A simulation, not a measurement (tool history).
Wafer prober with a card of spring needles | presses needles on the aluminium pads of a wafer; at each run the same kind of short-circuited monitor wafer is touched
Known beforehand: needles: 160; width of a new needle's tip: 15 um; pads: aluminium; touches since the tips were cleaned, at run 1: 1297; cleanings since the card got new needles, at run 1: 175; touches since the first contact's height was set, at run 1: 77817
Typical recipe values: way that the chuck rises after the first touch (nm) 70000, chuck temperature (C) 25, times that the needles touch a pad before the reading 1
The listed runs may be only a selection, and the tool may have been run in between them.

run	hour	way that the chuck rises after the first touch (nm)	chuck temperature (C)	times that the needles touch a pad before the reading	touches since the tips were cleaned	cleanings since the card got new needles	touches since the first contact's height was set	resistance of one needle with its contact and lead (mohm)	way that a needle slides on the pad (nm)
1	0	70000	25	1	1297	175	77817	228	16870
# hour 2.9: tips cleaned on abrasive film
# hour 9.9: tips cleaned on abrasive film
# hour 16.9: tips cleaned on abrasive film
# hour 24: tips cleaned on abrasive film
# hour 29.6: tips cleaned on abrasive film
# hour 36.7: tips cleaned on abrasive film
# hour 43.7: tips cleaned on abrasive film
# hour 50.7: tips cleaned on abrasive film
# hour 56.4: tips cleaned on abrasive film
# hour 63.4: tips cleaned on abrasive film
# hour 70.5: tips cleaned on abrasive film
# hour 77.5: tips cleaned on abrasive film
# hour 83.2: tips cleaned on abrasive film
# hour 90.2: tips cleaned on abrasive film
2	91.9	70000	25	1	714	189	114806	221	16210
# hour 96.2: tips cleaned on abrasive film
# hour 103.2: tips cleaned on abrasive film
# hour 110.3: tips cleaned on abrasive film
# hour 117.3: tips cleaned on abrasive film
# hour 124.4: tips cleaned on abrasive film
# hour 131.4: tips cleaned on abrasive film
# hour 138.4: tips cleaned on abrasive film
3	140.8	70000	25	1	972	196	134484	222	16080
# hour 145.1: tips cleaned on abrasive film
# hour 152.1: tips cleaned on abrasive film
# hour 159.1: tips cleaned on abrasive film
# hour 164.8: tips cleaned on abrasive film
# hour 171.8: tips cleaned on abrasive film
# hour 178.9: tips cleaned on abrasive film
# hour 185.9: tips cleaned on abrasive film
# hour 192.9: tips cleaned on abrasive film
# hour 200: tips cleaned on abrasive film
# hour 207: tips cleaned on abrasive film
4	209.5	70000	25	1	1007	206	162131	229	15640
# hour 213.7: tips cleaned on abrasive film
# hour 219.4: tips cleaned on abrasive film
# hour 226.4: tips cleaned on abrasive film
# hour 233.5: tips cleaned on abrasive film
# hour 240.5: tips cleaned on abrasive film
# hour 246.2: tips cleaned on abrasive film
# hour 253.2: tips cleaned on abrasive film
# hour 260.2: tips cleaned on abrasive film
# hour 267.3: tips cleaned on abrasive film
# hour 274.3: tips cleaned on abrasive film
# hour 280: tips cleaned on abrasive film
# hour 287: tips cleaned on abrasive film
# hour 299: card fitted with new needles
# hour 306: tips cleaned on abrasive film
5	306.7	70000	25	1	283	1	3117	209	17390
# hour 312.4: tips cleaned on abrasive film
# hour 319.4: tips cleaned on abrasive film
# hour 326.4: tips cleaned on abrasive film
# hour 332.1: tips cleaned on abrasive film
# hour 339.1: tips cleaned on abrasive film
# hour 346.2: tips cleaned on abrasive film
6	349.2	70000	25	1	1235	7	20222	212	16920
# hour 352.1: tips cleaned on abrasive film
# hour 359.1: tips cleaned on abrasive film
# hour 366.1: tips cleaned on abrasive film
# hour 371.8: tips cleaned on abrasive film
# hour 378.8: tips cleaned on abrasive film
# hour 384.5: tips cleaned on abrasive film
# hour 391.5: tips cleaned on abrasive film
# hour 398.6: tips cleaned on abrasive film
# hour 405.6: tips cleaned on abrasive film
# hour 411.2: tips cleaned on abrasive film
# hour 418.3: tips cleaned on abrasive film
7	418.6	70000	25	1	133	18	48131	210	16740
# hour 424.3: tips cleaned on abrasive film
# hour 431.3: tips cleaned on abrasive film
# hour 438.3: tips cleaned on abrasive film
# hour 445.4: tips cleaned on abrasive film
# hour 452.4: tips cleaned on abrasive film
# hour 459.4: tips cleaned on abrasive film
8	459.9	70000	25	1	193	24	64759	211	16840
# hour 465.6: tips cleaned on abrasive film
# hour 472.6: tips cleaned on abrasive film
# hour 479.6: tips cleaned on abrasive film
# hour 486.7: tips cleaned on abrasive film
# hour 492.3: tips cleaned on abrasive film
# hour 499.4: tips cleaned on abrasive film
# hour 506.4: tips cleaned on abrasive film
# hour 512: tips cleaned on abrasive film
# hour 519.1: tips cleaned on abrasive film
# hour 524.7: tips cleaned on abrasive film
# hour 531.8: tips cleaned on abrasive film
# hour 537.4: tips cleaned on abrasive film
# hour 543.1: tips cleaned on abrasive film
9	543.1	70000	43	2	0	37	98226	208	16240
# hour 550.1: tips cleaned on abrasive film
# hour 557.2: tips cleaned on abrasive film
# hour 564.2: tips cleaned on abrasive film
# hour 569.9: tips cleaned on abrasive film
# hour 576.9: tips cleaned on abrasive film
# hour 582.6: tips cleaned on abrasive film
# hour 589.6: tips cleaned on abrasive film
# hour 595.2: tips cleaned on abrasive film
# hour 602.3: tips cleaned on abrasive film
# hour 607.9: tips cleaned on abrasive film
10	610.1	70000	43	2	893	47	125181	220	15960
# hour 614.4: tips cleaned on abrasive film
# hour 621.4: tips cleaned on abrasive film
# hour 628.4: tips cleaned on abrasive film
# hour 634.1: tips cleaned on abrasive film
# hour 641.1: tips cleaned on abrasive film
# hour 646.8: tips cleaned on abrasive film
# hour 652.4: tips cleaned on abrasive film
11	654.1	74000	44	2	665	54	142852	213	16830
# hour 658.3: tips cleaned on abrasive film
# hour 665.4: tips cleaned on abrasive film
# hour 671: tips cleaned on abrasive film
# hour 678.1: tips cleaned on abrasive film
# hour 685.1: tips cleaned on abrasive film
# hour 692.1: tips cleaned on abrasive film
# hour 699.2: tips cleaned on abrasive film
12	702.6	74000	44	2	1392	61	162382	221	16580
# hour 705.4: tips cleaned on abrasive film
# hour 712.5: tips cleaned on abrasive film
# hour 719.5: tips cleaned on abrasive film
# hour 726.6: tips cleaned on abrasive film
# hour 733.6: tips cleaned on abrasive film
# hour 740.6: tips cleaned on abrasive film
# hour 747.7: tips cleaned on abrasive film
# hour 753.3: tips cleaned on abrasive film
# hour 760.4: tips cleaned on abrasive film
# hour 767.4: tips cleaned on abrasive film
13	771.6	73000	71	2	1707	71	190161	233	16010
# hour 773.1: tips cleaned on abrasive film
# hour 780.1: tips cleaned on abrasive film
# hour 787.2: tips cleaned on abrasive film
# hour 792.8: tips cleaned on abrasive film
# hour 795.9: height of the first contact set anew
# hour 800.2: tips cleaned on abrasive film
# hour 807.2: tips cleaned on abrasive film
# hour 814.2: tips cleaned on abrasive film
# hour 821.3: tips cleaned on abrasive film
14	826.5	70000	125	2	2127	79	12330	238	17260
# hour 828: tips cleaned on abrasive film
# hour 835: tips cleaned on abrasive film
# hour 842: tips cleaned on abrasive film
# hour 849.1: tips cleaned on abrasive film
# hour 856.1: tips cleaned on abrasive film
# hour 863.2: tips cleaned on abrasive film
# hour 868.8: tips cleaned on abrasive film
# hour 875.8: tips cleaned on abrasive film
# hour 881.5: tips cleaned on abrasive film
# hour 887.1: tips cleaned on abrasive film
# hour 894.2: tips cleaned on abrasive film
# hour 901.2: tips cleaned on abrasive film
# hour 908.3: tips cleaned on abrasive film
# hour 913.9: tips cleaned on abrasive film
15	915.7	71000	65	1	734	93	48207	225	17460
# hour 920: tips cleaned on abrasive film
# hour 927: tips cleaned on abrasive film
# hour 932.6: tips cleaned on abrasive film
# hour 939.7: tips cleaned on abrasive film
# hour 945.3: tips cleaned on abrasive film
# hour 952.4: tips cleaned on abrasive film
# hour 959.4: tips cleaned on abrasive film
# hour 966.1: tips cleaned on abrasive film
16	966.1	70000	46	2	0	101	68470	215	16510

5 options for the next run, each taken on its own from the tool as it stands now. Forecast them:
# hour 973.1: tips cleaned on abrasive film
# hour 980.2: tips cleaned on abrasive film
# hour 987.2: tips cleaned on abrasive film
# hour 994.2: tips cleaned on abrasive film
# hour 1001.3: tips cleaned on abrasive film
# hour 1008.3: tips cleaned on abrasive film
# hour 1015.4: tips cleaned on abrasive film
# hour 1021: tips cleaned on abrasive film
A	1023.2	70000	25	1	897	109	91472	?	?
# hour 973.1: tips cleaned on abrasive film
# hour 980.2: tips cleaned on abrasive film
# hour 987.2: tips cleaned on abrasive film
# hour 994.2: tips cleaned on abrasive film
# hour 1001.3: tips cleaned on abrasive film
# hour 1008.3: tips cleaned on abrasive film
# hour 1015.4: tips cleaned on abrasive film
# hour 1021: tips cleaned on abrasive film
B	1023.2	60000	25	1	897	109	91472	?	?
# hour 973.1: tips cleaned on abrasive film
# hour 980.2: tips cleaned on abrasive film
# hour 987.2: tips cleaned on abrasive film
# hour 994.2: tips cleaned on abrasive film
# hour 1001.3: tips cleaned on abrasive film
# hour 1008.3: tips cleaned on abrasive film
# hour 1015.4: tips cleaned on abrasive film
# hour 1021: tips cleaned on abrasive film
C	1023.2	70000	97	2	897	109	91472	?	?
# hour 973.1: tips cleaned on abrasive film
# hour 980.2: tips cleaned on abrasive film
# hour 987.2: tips cleaned on abrasive film
# hour 994.2: tips cleaned on abrasive film
# hour 1001.3: tips cleaned on abrasive film
# hour 1008.3: tips cleaned on abrasive film
# hour 1015.4: tips cleaned on abrasive film
# hour 1021: tips cleaned on abrasive film
D	1023.2	54000	53	2	897	109	91472	?	?
# hour 973.1: tips cleaned on abrasive film
# hour 980.2: tips cleaned on abrasive film
# hour 987.2: tips cleaned on abrasive film
# hour 994.2: tips cleaned on abrasive film
# hour 1001.3: tips cleaned on abrasive film
# hour 1008.3: tips cleaned on abrasive film
# hour 1015.4: tips cleaned on abrasive film
# hour 1021: tips cleaned on abrasive film
E	1023.2	70000	55	1	897	109	91472	?	?

run	resistance of one needle with its contact and lead (mohm)	way that a needle slides on the pad (nm)
A	222	16680
B	231	14040
C	230	16270
D	229	12640
E	226	16520
With no hidden state in the tool, these same runs would have given:
run	resistance of one needle with its contact and lead (mohm)	way that a needle slides on the pad (nm)
A	207	17610
B	210	14970
C	220	17190
D	213	13570
E	211	17440
